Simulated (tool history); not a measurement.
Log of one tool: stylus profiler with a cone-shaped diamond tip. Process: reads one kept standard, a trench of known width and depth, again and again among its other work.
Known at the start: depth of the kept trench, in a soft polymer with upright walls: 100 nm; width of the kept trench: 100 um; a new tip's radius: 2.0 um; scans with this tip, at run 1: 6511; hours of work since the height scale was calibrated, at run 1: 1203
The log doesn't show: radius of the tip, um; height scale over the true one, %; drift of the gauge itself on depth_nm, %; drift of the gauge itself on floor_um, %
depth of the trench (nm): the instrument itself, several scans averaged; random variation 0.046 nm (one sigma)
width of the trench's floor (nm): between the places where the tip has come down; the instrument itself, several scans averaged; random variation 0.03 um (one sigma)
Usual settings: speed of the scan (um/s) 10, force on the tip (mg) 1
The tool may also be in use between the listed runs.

run    hour  speed of the scan (um/s)  force on the tip (mg)  scans with this tip  hours of work since the height scale was calibrated  depth of the trench (nm)  width of the trench's floor (nm)
  1       0                        10                      1                 6511                                                 1203                    100.65                             98690
  2    33.1                        10                      1                 6641                                                 1227                    100.55                             98690
  3    55.8                        10                      1                 6731                                                 1244                    100.52                             98660
  4   101.3                         8                      1                 6910                                                 1277                    100.55                             98750
  5   138.1                        17                      1                 7055                                                 1304                     100.7                             98650
  6   170.6                        40                      1                 7183                                                 1327                    100.56                             98540
  7   215.8                        40                      1                 7361                                                 1360                    100.57                             98530
  8   238.3                        40                      1                 7450                                                 1377                     100.7                             98520
  9   261.9                        10                      1                 7543                                                 1394                    100.62                             98690
 10   299.8                        10                      1                 7692                                                 1421                    100.61                             98730
 11   320.4                        10                      1                 7773                                                 1437                    100.53                             98710
      360.5  -- height scale calibrated on a step standard
 12   364.8                        10                      1                 7946                                                    3                    100.56                             98710
 13     405                        10                      1                 8104                                                   32                    100.62                             98690
 14   436.2                        10                      1                 8228                                                   55                    100.57                             98750
 15     468                        10                      1                 8353                                                   78                    100.71                             98710
 16   490.5                        10                      1                 8441                                                   95                    100.66                             98730
 17   520.5                        10                   1.75                 8560                                                  116                    100.91                             98690
 18     541                        10                   1.75                 8640                                                  131                    100.84                             98710
 19   563.4                        10                   1.75                 8729                                                  148                    100.88                             98690
 20   603.6                        10                   1.75                 8887                                                  177                    100.96                             98720
 21   651.7                        10                      1                 9077                                                  212                    100.52                             98680
 22   678.6                        12                      1                 9183                                                  232                     100.6                             98650
 23   709.9                        10                      1                 9306                                                  254                    100.58                             98700
 24   738.1                         7                   0.38                 9417                                                  275                    100.26                             98720
 25   769.7                        34                   0.34                 9542                                                  298                    100.37                             98490
 26   815.6                        34                   0.34                 9723                                                  331                    100.34                             98400
 27   862.3                        17                   2.25                 9907                                                  365                    101.03                             98700
 28   896.4                         3                   0.35                10041                                                  390                    100.32                             98730
 29   943.8                        10                   1.24                10228                                                  425                    100.67                             98740
 30   974.6                        10                   1.24                10349                                                  447                    100.63                             98690
 31  1002.9                         8                      1                10461                                                  468                    100.54                             98670
 32  1027.9                         8                   2.56                10559                                                  486                    101.15                             98740
 33  1063.1                         5                   0.36                10698                                                  512                    100.32                             98700
 34  1103.1                         5                   0.36                10855                                                  541                    100.29                             98680
 35  1127.3                         6                   0.99                10951                                                  558                    100.66                             98700
 36  1154.3                         6                   0.99                11057                                                  578                    100.54                             98710
 37  1186.9                         9                   1.54                11186                                                  602                    100.79                             98700
 38  1210.1                         9                   1.54                11277                                                  619                    100.86                             98720
 39  1252.8                         9                   1.54                11445                                                  650                    100.85                             98750
     1282.8  -- new tip fitted, height scale calibrated
 40  1293.5                         9                   1.54                   42                                                    8                    100.82                             98740
 41  1331.9                         9                   0.53                  193                                                   36                     100.4                             98700
 42  1379.7                         9                   0.53                  381                                                   71                    100.35                             98630
 43    1424                        10                    2.8                  556                                                  103                    101.22                             98690
 44    1471                        10                    2.8                  741                                                  137                    101.24                             98680
 45  1501.8                        23                   0.63                  863                                                  159                    100.44                             98570

5 ways to go on from here, each from the tool as it stands after run 45. What would each give?
  A  1531.8                        24                   2.32                  981                                                  181                         ?                                 ?
  B  1531.8                        26                    0.5                  981                                                  181                         ?                                 ?
  C  1531.8                        21                      1                  981                                                  181                         ?                                 ?
  D  1531.8                        14                   0.63                  981                                                  181                         ?                                 ?
  E  1531.8                         8                    0.9                  981                                                  181                         ?                                 ?

run  depth of the trench (nm)  width of the trench's floor (nm)
  A                    101.14                             98730
  B                    100.48                             98630
  C                     100.6                             98600
  D                    100.48                             98630
  E                    100.54                             98710
Without the tool's hidden state the same runs would have given:
run  depth of the trench (nm)  width of the trench's floor (nm)
  A                    101.14                             98730
  B                    100.48                             98630
  C                     100.6                             98600
  D                    100.48                             98640
  E                    100.54                             98710
